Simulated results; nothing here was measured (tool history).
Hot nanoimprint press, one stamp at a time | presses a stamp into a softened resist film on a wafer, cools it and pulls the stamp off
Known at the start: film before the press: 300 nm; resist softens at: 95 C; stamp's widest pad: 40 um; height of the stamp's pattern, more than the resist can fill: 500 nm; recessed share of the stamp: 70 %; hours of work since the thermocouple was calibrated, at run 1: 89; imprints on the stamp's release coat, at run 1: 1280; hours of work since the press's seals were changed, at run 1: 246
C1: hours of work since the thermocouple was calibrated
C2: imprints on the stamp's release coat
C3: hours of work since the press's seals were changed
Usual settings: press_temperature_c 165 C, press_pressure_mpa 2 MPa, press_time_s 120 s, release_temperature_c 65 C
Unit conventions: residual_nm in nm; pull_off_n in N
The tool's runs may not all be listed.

Run 1, hour 0: usual settings; C1 89; C2 1280; C3 246. Result: residual_nm 159.4 nm, pull_off_n 216 N.
Run 2, hour 22.9: usual settings; C1 103; C2 1342; C3 260. Result: residual_nm 159.2 nm, pull_off_n 218 N.
Run 3, hour 48.9: usual settings; C1 119; C2 1413; C3 277. Result: residual_nm 159.3 nm, pull_off_n 221 N.
Run 4, hour 61.4: usual settings; C1 127; C2 1447; C3 284. Result: residual_nm 159.2 nm, pull_off_n 218 N.
At hour 82.9: stamp cleaned and given a new release coat.
Run 5, hour 93.2: usual settings; C1 143; C2 28; C3 300. Result: residual_nm 158.4 nm, pull_off_n 128 N.
Run 6, hour 112.8: usual settings; C1 155; C2 82; C3 313. Result: residual_nm 158.4 nm, pull_off_n 138 N.
Run 7, hour 138.7: usual settings; C1 172; C2 152; C3 329. Result: residual_nm 159.1 nm, pull_off_n 148 N.
Run 8, hour 158.3: usual settings; C1 184; C2 206; C3 341. Result: residual_nm 158.6 nm, pull_off_n 141 N.
Run 9, hour 174.4: usual settings; C1 194; C2 250; C3 351. Result: residual_nm 159.2 nm, pull_off_n 153 N.
Run 10, hour 188.2: usual settings but release_temperature_c 64 C; C1 202; C2 287; C3 359. Result: residual_nm 157.7 nm, pull_off_n 155 N.
Run 11, hour 208.6: usual settings but release_temperature_c 64 C; C1 215; C2 343; C3 372. Result: residual_nm 158.2 nm, pull_off_n 149 N.
Run 12, hour 233.6: usual settings but press_temperature_c 174 C; C1 230; C2 411; C3 388. Result: residual_nm 108.9 nm, pull_off_n 152 N.
Run 13, hour 252: usual settings but release_temperature_c 73 C; C1 242; C2 461; C3 399. Result: residual_nm 157.9 nm, pull_off_n 133 N.
Run 14, hour 275.5: usual settings but release_temperature_c 73 C; C1 257; C2 525; C3 414. Result: residual_nm 156.8 nm, pull_off_n 132 N.
Run 15, hour 295.1: usual settings but press_temperature_c 161 C, release_temperature_c 73 C; C1 269; C2 579; C3 426. Result: residual_nm 183.8 nm, pull_off_n 137 N.
Run 16, hour 309.4: usual settings but press_temperature_c 169 C, press_pressure_mpa 1.33 MPa; C1 278; C2 618; C3 435. Result: residual_nm 164.3 nm, pull_off_n 165 N.
Run 17, hour 320: usual settings but press_temperature_c 169 C, press_pressure_mpa 1.33 MPa; C1 284; C2 646; C3 441. Result: residual_nm 163.5 nm, pull_off_n 170 N.
Run 18, hour 338.1: usual settings but press_temperature_c 157 C, press_pressure_mpa 1.33 MPa, release_temperature_c 67 C; C1 295; C2 696; C3 453. Result: residual_nm 240.8 nm, pull_off_n 159 N.
Run 19, hour 350.7: usual settings but press_temperature_c 159 C, press_time_s 83 s, release_temperature_c 67 C; C1 303; C2 730; C3 460. Result: residual_nm 216 nm, pull_off_n 164 N.
Run 20, hour 363.6: usual settings but press_temperature_c 162 C, release_temperature_c 70 C; C1 311; C2 766; C3 468. Result: residual_nm 176.1 nm, pull_off_n 159 N.
Run 21, hour 378: usual settings but press_temperature_c 162 C, press_time_s 107 s, release_temperature_c 70 C; C1 320; C2 805; C3 477. Result: residual_nm 182.5 nm, pull_off_n 154 N.
Run 22, hour 398.3: usual settings but press_temperature_c 162 C, press_time_s 107 s, release_temperature_c 70 C; C1 333; C2 860; C3 490. Result: residual_nm 182.2 nm, pull_off_n 159 N.
Run 23, hour 415.5: usual settings but press_temperature_c 162 C, press_time_s 107 s, release_temperature_c 70 C; C1 343; C2 907; C3 501. Result: residual_nm 181.5 nm, pull_off_n 163 N.
Run 24, hour 437.6: usual settings but press_pressure_mpa 3.19 MPa, release_temperature_c 67 C; C1 357; C2 967; C3 514. Result: residual_nm 124 nm, pull_off_n 188 N.
Run 25, hour 458: usual settings but press_pressure_mpa 3.19 MPa, release_temperature_c 67 C; C1 370; C2 1023; C3 527. Result: residual_nm 123.9 nm, pull_off_n 186 N.
Run 26, hour 478.9: usual settings but press_temperature_c 173 C, press_time_s 67 s; C1 383; C2 1080; C3 540. Result: residual_nm 137.5 nm, pull_off_n 203 N.
Run 27, hour 502.8: usual settings but press_temperature_c 177 C, press_pressure_mpa 2.36 MPa, press_time_s 95 s; C1 398; C2 1145; C3 555. Result: residual_nm 94.6 nm, pull_off_n 199 N.
Run 28, hour 515.4: usual settings but press_temperature_c 171 C, press_pressure_mpa 3.11 MPa, press_time_s 95 s; C1 406; C2 1179; C3 563. Result: residual_nm 104.1 nm, pull_off_n 195 N.
At hour 519.5: plate thermocouple calibrated.
Run 29, hour 529.2: usual settings but press_temperature_c 171 C, press_pressure_mpa 3.11 MPa, press_time_s 95 s; C1 6; C2 1209; C3 569. Result: residual_nm 109.9 nm, pull_off_n 206 N.
Run 30, hour 547.7: usual settings but press_temperature_c 173 C, press_pressure_mpa 2.56 MPa, press_time_s 172 s, release_temperature_c 53 C; C1 18; C2 1259; C3 581. Result: residual_nm 89.9 nm, pull_off_n 269 N.

3 ways to go on from here, each from the tool as it stands after run 30. What would each give?
Run A, hour 572.1: usual settings but press_temperature_c 171 C, press_time_s 72 s, release_temperature_c 59 C; C1 33; C2 1326; C3 596. Result: residual_nm ?, pull_off_n ?.
Run B, hour 572.1: usual settings but press_temperature_c 157 C, press_pressure_mpa 2.56 MPa, press_time_s 87 s, release_temperature_c 72 C; C1 33; C2 1326; C3 596. Result: residual_nm ?, pull_off_n ?.
Run C, hour 572.1: usual settings but press_temperature_c 171 C, press_time_s 124 s, release_temperature_c 64 C; C1 33; C2 1326; C3 596. Result: residual_nm ?, pull_off_n ?.

run  residual_nm  pull_off_n
  A        150.8         245
  B        215.7         182
  C        126.4         218
Without the tool's unlogged condition, the same runs would have read:
run  residual_nm  pull_off_n
  A        147.7         152
  B        211.8         113
  C        123.7         136
